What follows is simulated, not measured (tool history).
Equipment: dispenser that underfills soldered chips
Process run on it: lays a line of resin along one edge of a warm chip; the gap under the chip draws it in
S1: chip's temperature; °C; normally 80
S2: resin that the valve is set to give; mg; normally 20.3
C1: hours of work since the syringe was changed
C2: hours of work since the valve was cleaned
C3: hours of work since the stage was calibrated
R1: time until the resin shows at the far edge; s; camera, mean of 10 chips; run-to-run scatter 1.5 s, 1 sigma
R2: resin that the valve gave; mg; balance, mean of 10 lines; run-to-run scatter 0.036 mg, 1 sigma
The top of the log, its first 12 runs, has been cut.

| run | day | S1 | S2 | C1 | C2 | C3 | R1 | R2 |
|---|---|---|---|---|---|---|---|---|
|  | 4.458 | new syringe of resin |
| 13 | 4.579 | 80 | 20.3 | 2 | 51 | 146 | 161.3 | 19.88 |
|  | 4.954 | new syringe of resin |
| 14 | 5 | 80 | 20.3 | 1 | 58 | 153 | 159.6 | 19.78 |
| 15 | 5.379 | 80 | 20.3 | 7 | 64 | 159 | 208.9 | 19.76 |
|  | 5.429 | new syringe of resin |
| 16 | 5.746 | 76 | 18.7 | 5 | 70 | 165 | 230.4 | 18.13 |
|  | 5.933 | new syringe of resin |
| 17 | 6.058 | 76 | 18.7 | 2 | 75 | 170 | 197.2 | 18.14 |
| 18 | 6.346 | 68 | 18.1 | 7 | 80 | 174 | 335.1 | 17.5 |
|  | 6.408 | new syringe of resin |
|  | 6.708 | dispensing valve cleaned and set on the balance |
| 19 | 6.846 | 74 | 23.2 | 7 | 2 | 182 | 261.6 | 23.07 |
|  | 6.925 | new syringe of resin |
| 20 | 7.238 | 93 | 20.2 | 5 | 9 | 188 | 119.2 | 20.12 |
|  | 7.396 | new syringe of resin |
| 21 | 7.721 | 87 | 20.2 | 5 | 16 | 196 | 150.6 | 20.02 |

For run 22, what comes out?
|  | 7.879 | new syringe of resin |
| 22 | 8.05 | 86 | 22.6 | 3 | 22 | 201 | ? | ? |

{"run 22": {"R1": 137, "R2": 22.34}}
The same run, on a tool lacking any hidden state, would have yielded R1 119 s, R2 22.58 mg.

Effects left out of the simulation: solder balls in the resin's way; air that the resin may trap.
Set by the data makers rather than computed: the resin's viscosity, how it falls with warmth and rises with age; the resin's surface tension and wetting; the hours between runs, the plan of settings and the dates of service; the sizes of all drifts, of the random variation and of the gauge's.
